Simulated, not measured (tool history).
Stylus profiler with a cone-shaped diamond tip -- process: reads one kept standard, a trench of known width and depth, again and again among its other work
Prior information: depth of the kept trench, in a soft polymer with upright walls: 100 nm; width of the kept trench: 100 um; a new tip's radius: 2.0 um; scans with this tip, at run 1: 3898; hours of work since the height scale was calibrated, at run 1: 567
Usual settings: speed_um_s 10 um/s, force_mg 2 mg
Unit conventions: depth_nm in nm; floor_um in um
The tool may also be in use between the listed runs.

run	hour	speed_um_s	force_mg	scans with this tip	hours of work since the height scale was calibrated	depth_nm	floor_um
1	0	10	2	3898	567	101.19	98.56
2	17.5	17	2	3964	576	101.31	98.51
3	37.4	17	2	4039	587	101.35	98.48
4	58.2	17	2	4117	599	101.25	98.54
5	74.7	17	2	4179	608	101.24	98.53
6	98.6	17	2	4269	621	101.2	98.57
7	111.2	17	2	4317	628	101.13	98.57
8	138.1	21	1.17	4418	643	100.79	98.45
9	160.3	23	2.7	4502	655	101.45	98.54
10	176.3	17	1.04	4562	663	100.72	98.51
11	198.1	17	1.04	4644	675	100.72	98.51
12	214.9	33	0.69	4708	685	100.5	98.33
13	242.4	35	4.19	4811	700	102	98.45
14	255.8	35	4.19	4862	707	102.09	98.43

Below are 4 alternative next runs, each starting from the tool's condition after run 14. Predict each:
A	277.1	5	1.07	4942	719	?	?
B	277.1	22	1.72	4942	719	?	?
C	277.1	4	3.83	4942	719	?	?
D	277.1	27	1.28	4942	719	?	?

run	depth_nm	floor_um
A	100.66	98.58
B	101.05	98.48
C	101.95	98.56
D	100.68	98.43
With the hidden condition removed and each run's random variation left untouched, the same runs would have given:
run	depth_nm	floor_um
A	100.88	98.73
B	101.27	98.64
C	102.16	98.71
D	100.89	98.58
